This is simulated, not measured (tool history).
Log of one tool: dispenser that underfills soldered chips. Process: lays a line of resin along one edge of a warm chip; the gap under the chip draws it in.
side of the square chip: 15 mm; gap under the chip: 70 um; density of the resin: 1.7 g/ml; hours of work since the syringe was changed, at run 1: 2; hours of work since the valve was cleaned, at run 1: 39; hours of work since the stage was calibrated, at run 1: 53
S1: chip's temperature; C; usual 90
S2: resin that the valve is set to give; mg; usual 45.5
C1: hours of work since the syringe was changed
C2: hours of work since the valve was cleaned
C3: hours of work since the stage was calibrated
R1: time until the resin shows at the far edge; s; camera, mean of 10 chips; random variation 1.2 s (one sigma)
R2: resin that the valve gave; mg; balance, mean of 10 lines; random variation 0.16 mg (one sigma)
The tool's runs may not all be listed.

run   hour   S1    S2  C1  C2   C3     R1     R2
  1    0.0   90  45.5   2  39   53  137.2  44.40
  2   10.3   90  45.5  10  47   61  250.7  44.15
      13.7  -- new syringe of resin
  3   22.1   90  45.5   6  56   70  197.1  44.21
      28.1  -- dispensing valve cleaned and set on the balance
      30.8  -- new syringe of resin
  4   38.0   90  45.5   6   7   81  181.8  45.31
      46.3  -- new syringe of resin
  5   50.9   90  45.5   4  17   91  160.6  45.11
      61.8  -- new syringe of resin
  6   66.8   95  45.5   4  29  103  141.2  44.83
      77.5  -- new syringe of resin
  7   84.1   95  45.5   5  42  116  154.3  44.45
      92.6  -- new syringe of resin
  8   98.6   95  45.5   5  53  127  148.3  44.30
     108.0  -- new syringe of resin
     109.0  -- dispensing valve cleaned and set on the balance
  9  113.0   95  45.5   3   3  137  131.9  45.58
 10  123.2   95  45.5  11  11  145  240.7  45.34
     124.6  -- new syringe of resin
 11  130.7   80  45.5   5  17  151  232.6  45.01
     140.4  -- new syringe of resin
 12  142.1   90  45.5   1  25  159  135.6  44.47
     155.7  -- new syringe of resin
 13  157.4   90  47.6   1  37  171  131.5  46.66
     171.3  -- new syringe of resin
 14  174.5   90  45.5   2  50  184  149.8  44.37
     186.2  -- new syringe of resin
     189.2  -- dispensing valve cleaned and set on the balance
 15  192.1   90  45.5   4   2  196  163.2  45.49
     202.2  -- new syringe of resin
 16  206.8   90  45.5   4  13  207  161.5  45.22
     217.1  -- new syringe of resin
 17  222.8   90  45.5   4  25  219  179.2  44.95
     232.5  -- new syringe of resin
 18  236.6   85  52.1   3  36  230  182.2  51.10
 19  246.5   95  42.0  11  43  238  244.6  40.56
     247.7  -- new syringe of resin
 20  260.7   98  50.0  10  54  248  205.5  48.42
     263.4  -- new syringe of resin
     269.1  -- dispensing valve cleaned and set on the balance
 21  276.0   90  53.5   9   5  259  241.0  52.94
     280.1  -- new syringe of resin
 22  284.8   82  50.5   4  12  266  211.4  50.22
     295.1  -- new syringe of resin
 23  298.1   90  54.0   2  22  276  147.2  53.18
     310.5  -- new syringe of resin
 24  311.6   90  54.0   1  32  286  128.5  52.85
 25  323.2   96  50.1  10  41  295  220.6  48.91
     325.3  -- new syringe of resin
 26  339.6   78  46.8  11  53  307  403.5  45.33
     341.3  -- new syringe of resin
     349.1  -- dispensing valve cleaned and set on the balance
 27  353.2   78  43.5   8   3  317  343.4  43.58
     357.5  -- new syringe of resin
 28  370.3  104  57.6  10  16  330  178.0  57.16
     373.6  -- new syringe of resin
 29  383.1   96  45.5   7  26  339  187.4  44.89
     389.3  -- new syringe of resin
 30  392.1   92  54.0   2  32  346  140.3  52.95

Run 31 comes next. What will it give?
     404.9  -- new syringe of resin
 31  404.9  99  46.1   0  42  356   ?   ?

{"run 31": {"R1": 98.2, "R2": 45.0}}
Without the tool's hidden state the same run would have given R1 92.4 s, R2 46.10 mg.

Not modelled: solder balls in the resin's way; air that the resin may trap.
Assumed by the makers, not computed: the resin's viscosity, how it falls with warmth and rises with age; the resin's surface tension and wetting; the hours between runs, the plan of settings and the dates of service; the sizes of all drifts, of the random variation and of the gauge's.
